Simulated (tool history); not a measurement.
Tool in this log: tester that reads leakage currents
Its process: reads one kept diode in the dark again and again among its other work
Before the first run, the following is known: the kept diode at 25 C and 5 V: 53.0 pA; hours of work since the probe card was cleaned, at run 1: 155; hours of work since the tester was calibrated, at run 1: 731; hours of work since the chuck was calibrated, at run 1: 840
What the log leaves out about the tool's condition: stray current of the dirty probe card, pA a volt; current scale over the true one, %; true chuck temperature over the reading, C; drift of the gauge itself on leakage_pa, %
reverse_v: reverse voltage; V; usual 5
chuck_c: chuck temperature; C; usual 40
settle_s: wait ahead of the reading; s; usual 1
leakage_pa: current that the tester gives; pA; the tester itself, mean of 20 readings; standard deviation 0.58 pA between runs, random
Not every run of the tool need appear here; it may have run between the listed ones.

run	hour	reverse_v	chuck_c	settle_s	hours of work since the probe card was cleaned	hours of work since the tester was calibrated	hours of work since the chuck was calibrated	leakage_pa
1	0	5	40	1	155	731	840	188.85
2	35.9	5	40	1	171	747	856	189.6
3	73.8	15.26	40	1	187	763	872	302.65
4	107.3	15.26	40	1	202	778	887	303.61
5	137.1	15.26	40	1	215	791	900	303.69
6	175.8	15.26	40	1	232	808	917	303.68
7	204.2	5	40	1	244	820	929	188.62
8	224.2	5	40	1	253	829	938	189.61
9	270.4	5	40	1	273	849	958	188.12
10	311.5	5	40	1	291	867	976	188.63
11	338.6	5	31	1	303	879	988	89.54
12	373.9	5	31	1	318	894	1003	88.73
13	419.9	5	40	0.63	338	914	1023	189.08
14	454.6	5	40	0.63	353	929	1038	188.54
15	497.1	5	40	0.63	372	948	1057	189.52
16	524.6	5	40	0.63	384	960	1069	188.38
17	547.4	5	40	0.63	394	970	1079	187.96
18	588.9	5	40	0.63	412	988	1097	188.8
19	609.7	17.49	40	1	421	997	1106	320.62
20	629	17.49	40	1	429	1005	1114	319.33
21	655.7	3.25	27	6.1	441	1017	1126	52.1
22	693	12.46	39	0.43	457	1033	1142	257.4
23	711.8	12.46	39	0.43	465	1042	1151	258.19
24	732.5	8.67	40	2.47	474	1051	1160	236.38
25	754.4	8.67	38	0.31	484	1060	1169	204.26
26	799.4	3.08	40	7.34	504	1080	1189	152.68
27	845.9	2.49	36	1.4	524	1100	1209	100.12
28	865.6	2.49	47	1.4	532	1109	1218	243.69
29	903.6	2.49	47	1.4	549	1125	1234	244.86
30	936.8	1.55	47	1.4	564	1140	1249	198.12
31	959.1	5	25	4.45	573	1149	1258	52.62
32	998.3	5	25	4.45	590	1166	1275	52.58

Run 33, settings as shown, results not yet in. Your forecast:
33	1038.6	3.08	25	4.45	608	1184	1293	?

{"run 33": {"leakage_pa": 42.54}}
Minus the tool's unlogged condition, the same run would have read leakage_pa 43.32 pA.

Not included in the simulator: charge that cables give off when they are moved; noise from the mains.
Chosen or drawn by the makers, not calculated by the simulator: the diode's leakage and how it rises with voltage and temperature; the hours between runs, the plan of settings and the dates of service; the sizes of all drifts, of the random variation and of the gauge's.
